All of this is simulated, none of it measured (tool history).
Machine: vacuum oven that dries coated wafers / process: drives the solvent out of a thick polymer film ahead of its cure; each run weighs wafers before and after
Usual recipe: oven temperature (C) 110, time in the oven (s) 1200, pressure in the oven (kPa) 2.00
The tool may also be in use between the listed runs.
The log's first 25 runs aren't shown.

run	hour	oven temperature (C)	time in the oven (s)	pressure in the oven (kPa)	solvent left in the film (%)
26	2145.2	97	840	4.88	11.95
27	2219.1	105	840	2.86	8.96
28	2269.1	117	1920	1.01	1.38
29	2336.6	119	1500	1.92	2.28
30	2404.8	98	2100	2.68	5.37
31	2475.8	97	1320	2.97	8.56
32	2584.8	110	1920	2.00	2.87
33	2662.8	122	1440	1.12	1.75
34	2727.9	122	1380	2.98	2.54
35	2815.7	105	1800	2.41	4.39
36	2925.4	105	1380	6.48	7.74
37	3010.2	104	1380	6.48	8.14
# hour 3076.3: oven's thermocouples calibrated
38	3099.7	104	1380	6.48	8.08
39	3219.2	106	600	2.01	10.34
40	3272.4	110	1200	2.00	5.13
41	3359.6	109	660	6.47	10.62
42	3456.3	96	2100	3.36	6.51
43	3529.9	122	1200	3.04	3.14
# hour 3573.7: vacuum gauge cleaned of residue and calibrated
44	3584.5	125	1200	1.19	2.02
45	3643.1	119	960	2.00	4.45
46	3743.4	119	1200	5.50	4.51

Each row is a separate what-if for the run after 46, all from the same tool condition, not one after another. Results?
A	3802.5	119	1920	5.50	?
B	3802.5	114	1140	7.60	?
C	3802.5	104	1200	5.50	?

run	solvent left in the film (%)
A	2.87
B	6.70
C	8.37
With no hidden state in the tool, these same runs would have given:
run	solvent left in the film (%)
A	2.86
B	6.69
C	8.36
